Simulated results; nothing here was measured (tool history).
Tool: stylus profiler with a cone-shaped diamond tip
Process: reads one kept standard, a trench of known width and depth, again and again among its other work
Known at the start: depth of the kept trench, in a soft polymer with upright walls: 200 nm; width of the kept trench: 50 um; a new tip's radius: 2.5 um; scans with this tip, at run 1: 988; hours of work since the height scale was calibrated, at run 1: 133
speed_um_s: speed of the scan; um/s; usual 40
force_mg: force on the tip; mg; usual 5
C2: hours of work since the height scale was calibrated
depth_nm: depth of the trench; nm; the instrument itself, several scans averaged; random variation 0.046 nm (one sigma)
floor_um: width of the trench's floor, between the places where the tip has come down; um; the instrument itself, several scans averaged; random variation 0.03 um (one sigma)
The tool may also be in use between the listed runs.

Run 1, hour 0: usual settings; scans with this tip 988; C2 133. Result: depth_nm 202.02 nm, floor_um 47.87 um.
Run 2, hour 10.1: usual settings; scans with this tip 1042; C2 140. Result: depth_nm 202.06 nm, floor_um 47.85 um.
Run 3, hour 28.5: usual settings but force_mg 4.31 mg; scans with this tip 1141; C2 153. Result: depth_nm 201.92 nm, floor_um 47.85 um.
Run 4, hour 44.9: usual settings but force_mg 4.31 mg; scans with this tip 1229; C2 165. Result: depth_nm 201.9 nm, floor_um 47.8 um.
At hour 47.3: height scale calibrated on a step standard.
Run 5, hour 61.9: usual settings but speed_um_s 11 um/s; scans with this tip 1317; C2 10. Result: depth_nm 202.13 nm, floor_um 47.92 um.
Run 6, hour 73.6: usual settings but speed_um_s 11 um/s; scans with this tip 1380; C2 19. Result: depth_nm 202.17 nm, floor_um 47.91 um.
Run 7, hour 88.2: usual settings but speed_um_s 11 um/s; scans with this tip 1458; C2 29. Result: depth_nm 202.14 nm, floor_um 47.87 um.
Run 8, hour 105: usual settings but speed_um_s 32 um/s, force_mg 7.1 mg; scans with this tip 1548; C2 41. Result: depth_nm 202.81 nm, floor_um 47.83 um.
Run 9, hour 124.6: usual settings but speed_um_s 32 um/s, force_mg 7.1 mg; scans with this tip 1653; C2 55. Result: depth_nm 202.66 nm, floor_um 47.87 um.
At hour 138.6: height scale calibrated on a step standard, once more.
Run 10, hour 141.7: usual settings but speed_um_s 28 um/s; scans with this tip 1742; C2 2. Result: depth_nm 202.01 nm, floor_um 47.83 um.
Run 11, hour 160.5: usual settings but speed_um_s 62 um/s, force_mg 9.68 mg; scans with this tip 1843; C2 16. Result: depth_nm 203.07 nm, floor_um 47.77 um.
Run 12, hour 173.1: usual settings but speed_um_s 68 um/s, force_mg 12.09 mg; scans with this tip 1910; C2 25. Result: depth_nm 203.52 nm, floor_um 47.78 um.
Run 13, hour 185.8: usual settings but speed_um_s 68 um/s, force_mg 8.32 mg; scans with this tip 1978; C2 34. Result: depth_nm 202.73 nm, floor_um 47.78 um.

Forecast each of these 4 alternatives for the next run:
Run A, hour 202.4: usual settings but speed_um_s 64 um/s, force_mg 11.06 mg; scans with this tip 2067; C2 46. Result: depth_nm ?, floor_um ?.
Run B, hour 202.4: usual settings but speed_um_s 34 um/s, force_mg 1.82 mg; scans with this tip 2067; C2 46. Result: depth_nm ?, floor_um ?.
Run C, hour 202.4: usual settings but speed_um_s 14 um/s, force_mg 1.86 mg; scans with this tip 2067; C2 46. Result: depth_nm ?, floor_um ?.
Run D, hour 202.4: usual settings but speed_um_s 61 um/s, force_mg 1.99 mg; scans with this tip 2067; C2 46. Result: depth_nm ?, floor_um ?.

run  depth_nm  floor_um
  A    203.41     47.78
  B    201.04     47.66
  C    201.04     47.76
  D    201.13     47.68
Without the tool's hidden state the same runs would have given:
run  depth_nm  floor_um
  A    203.34     47.98
  B    200.97     47.86
  C    200.96     47.96
  D    201.06     47.88

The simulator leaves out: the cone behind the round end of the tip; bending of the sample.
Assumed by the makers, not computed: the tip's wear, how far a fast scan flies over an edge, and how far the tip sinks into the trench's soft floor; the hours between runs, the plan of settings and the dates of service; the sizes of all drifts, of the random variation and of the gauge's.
